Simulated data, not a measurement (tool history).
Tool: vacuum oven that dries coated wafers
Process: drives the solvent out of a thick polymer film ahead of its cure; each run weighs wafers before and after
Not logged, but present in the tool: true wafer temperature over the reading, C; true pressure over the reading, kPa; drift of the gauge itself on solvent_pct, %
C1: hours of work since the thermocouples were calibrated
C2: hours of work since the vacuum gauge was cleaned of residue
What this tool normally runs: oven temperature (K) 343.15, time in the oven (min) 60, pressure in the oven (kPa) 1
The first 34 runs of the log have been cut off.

run 35 day=45.85 | oven_temperature_(K)=333.15 time_in_the_oven_(min)=83 pressure_in_the_oven_(kPa)=0.92 | C1=69 C2=720 | solvent_left_in_the_film_(%)=2.93
run 36 day=47.671 | oven_temperature_(K)=335.15 time_in_the_oven_(min)=60 pressure_in_the_oven_(kPa)=2.28 | C1=93 C2=744 | solvent_left_in_the_film_(%)=4.998
run 37 day=48.979 | oven_temperature_(K)=350.15 time_in_the_oven_(min)=42 pressure_in_the_oven_(kPa)=2.85 | C1=110 C2=761 | solvent_left_in_the_film_(%)=2.263
run 38 day=49.971 | oven_temperature_(K)=343.15 time_in_the_oven_(min)=74 pressure_in_the_oven_(kPa)=1 | C1=123 C2=774 | solvent_left_in_the_film_(%)=1.242
run 39 day=51.462 | oven_temperature_(K)=335.15 time_in_the_oven_(min)=35 pressure_in_the_oven_(kPa)=0.63 | C1=143 C2=794 | solvent_left_in_the_film_(%)=6.13
run 40 day=53.208 | oven_temperature_(K)=335.15 time_in_the_oven_(min)=35 pressure_in_the_oven_(kPa)=0.63 | C1=166 C2=817 | solvent_left_in_the_film_(%)=6.134
run 41 day=54.412 | oven_temperature_(K)=335.15 time_in_the_oven_(min)=35 pressure_in_the_oven_(kPa)=0.63 | C1=182 C2=833 | solvent_left_in_the_film_(%)=6.134
run 42 day=56.392 | oven_temperature_(K)=335.15 time_in_the_oven_(min)=35 pressure_in_the_oven_(kPa)=0.63 | C1=208 C2=859 | solvent_left_in_the_film_(%)=6.12
run 43 day=57.792 | oven_temperature_(K)=347.15 time_in_the_oven_(min)=51 pressure_in_the_oven_(kPa)=1 | C1=227 C2=878 | solvent_left_in_the_film_(%)=1.232
run 44 day=59.542 | oven_temperature_(K)=347.15 time_in_the_oven_(min)=51 pressure_in_the_oven_(kPa)=1 | C1=250 C2=901 | solvent_left_in_the_film_(%)=1.223
run 45 day=60.442 | oven_temperature_(K)=334.15 time_in_the_oven_(min)=60 pressure_in_the_oven_(kPa)=2.23 | C1=262 C2=913 | solvent_left_in_the_film_(%)=5.313
run 46 day=61.612 | oven_temperature_(K)=334.15 time_in_the_oven_(min)=60 pressure_in_the_oven_(kPa)=3.77 | C1=277 C2=928 | solvent_left_in_the_film_(%)=6.905
run 47 day=62.883 | oven_temperature_(K)=334.15 time_in_the_oven_(min)=60 pressure_in_the_oven_(kPa)=3.77 | C1=294 C2=945 | solvent_left_in_the_film_(%)=6.878

Alternative continuations, all from the tool just after run 47; predict every row:
run A day=64.438 | oven_temperature_(K)=350.15 time_in_the_oven_(min)=32 pressure_in_the_oven_(kPa)=1 | C1=315 C2=965 | solvent_left_in_the_film_(%)=?
run B day=64.438 | oven_temperature_(K)=343.15 time_in_the_oven_(min)=88 pressure_in_the_oven_(kPa)=3.17 | C1=315 C2=965 | solvent_left_in_the_film_(%)=?
run C day=64.438 | oven_temperature_(K)=332.15 time_in_the_oven_(min)=60 pressure_in_the_oven_(kPa)=2.55 | C1=315 C2=965 | solvent_left_in_the_film_(%)=?
run D day=64.438 | oven_temperature_(K)=334.15 time_in_the_oven_(min)=43 pressure_in_the_oven_(kPa)=0.55 | C1=315 C2=965 | solvent_left_in_the_film_(%)=?

run=A solvent_left_in_the_film_(%)=1.713
run=B solvent_left_in_the_film_(%)=2.875
run=C solvent_left_in_the_film_(%)=6.482
run=D solvent_left_in_the_film_(%)=5.262
The same runs, with their run-to-run variation unchanged, on a tool lacking any hidden condition would have given:
run=A solvent_left_in_the_film_(%)=1.561
run=B solvent_left_in_the_film_(%)=2.689
run=C solvent_left_in_the_film_(%)=6.18
run=D solvent_left_in_the_film_(%)=4.995
